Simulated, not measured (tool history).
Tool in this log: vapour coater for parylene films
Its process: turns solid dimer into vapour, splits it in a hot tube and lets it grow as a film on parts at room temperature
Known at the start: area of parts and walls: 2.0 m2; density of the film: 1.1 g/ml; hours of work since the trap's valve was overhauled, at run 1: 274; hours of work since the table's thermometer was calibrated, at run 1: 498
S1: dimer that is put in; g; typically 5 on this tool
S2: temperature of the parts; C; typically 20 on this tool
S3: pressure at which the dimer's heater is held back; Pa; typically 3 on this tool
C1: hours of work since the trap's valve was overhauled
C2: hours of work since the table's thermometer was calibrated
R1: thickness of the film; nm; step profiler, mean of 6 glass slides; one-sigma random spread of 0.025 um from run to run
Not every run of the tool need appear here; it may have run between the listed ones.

run 1 day=0 | S1=5 S2=20 S3=3 | C1=274 C2=498 | R1=1750
run 2 day=0.504 | S1=5 S2=20 S3=3 | C1=283 C2=507 | R1=1730
run 3 day=1.45 | S1=5 S2=20 S3=3 | C1=299 C2=523 | R1=1750
run 4 day=2.412 | S1=5 S2=20 S3=3 | C1=315 C2=539 | R1=1760
run 5 day=3.425 | S1=5 S2=20 S3=3 | C1=332 C2=556 | R1=1740
run 6 day=4.371 | S1=5 S2=20 S3=3 | C1=348 C2=572 | R1=1730
run 7 day=5.346 | S1=5 S2=20 S3=3 | C1=364 C2=588 | R1=1770
run 8 day=6.217 | S1=2 S2=20 S3=3 | C1=379 C2=603 | R1=640
run 9 day=7.2 | S1=5 S2=14 S3=3 | C1=396 C2=620 | R1=2000
run 10 day=8.042 | S1=5 S2=14 S3=3 | C1=410 C2=634 | R1=1950
run 11 day=9.108 | S1=5 S2=14 S3=3 | C1=428 C2=652 | R1=1960
run 12 day=9.796 | S1=5 S2=20 S3=3 | C1=439 C2=663 | R1=1630
run 13 day=10.821 | S1=6 S2=20 S3=3 | C1=457 C2=681 | R1=1970
run 14 day=11.475 | S1=6 S2=20 S3=3 | C1=468 C2=692 | R1=2010
run 15 day=12.254 | S1=5 S2=20 S3=3 | C1=481 C2=705 | R1=1600
run 16 day=12.979 | S1=5 S2=20 S3=3 | C1=493 C2=717 | R1=1630
-- day=13.921 trap's valve overhauled
run 17 day=14.288 | S1=5 S2=20 S3=3 | C1=6 C2=736 | R1=1890
run 18 day=15.058 | S1=5 S2=20 S3=3 | C1=19 C2=749 | R1=1880
run 19 day=15.796 | S1=5 S2=13 S3=3 | C1=32 C2=762 | R1=2260
run 20 day=16.383 | S1=5 S2=13 S3=3 | C1=41 C2=772 | R1=2190
run 21 day=17.417 | S1=5 S2=22 S3=3 | C1=59 C2=789 | R1=1710
run 22 day=18.621 | S1=9 S2=13 S3=8.93 | C1=79 C2=809 | R1=3700
run 23 day=19.783 | S1=5 S2=24 S3=4.6 | C1=99 C2=829 | R1=1420
run 24 day=20.696 | S1=5 S2=27 S3=6.42 | C1=114 C2=844 | R1=1140
run 25 day=21.867 | S1=3 S2=16 S3=5.83 | C1=134 C2=864 | R1=1190

Run 26, settings as shown, results not yet in. Your forecast:
run 26 day=22.758 | S1=7 S2=13 S3=2.63 | C1=149 C2=879 | R1=?

{"run 26": {"R1": 2980}}
Take away the tool's hidden state, keep the run-to-run variation as it was, and the same run would have given R1 3110 nm.
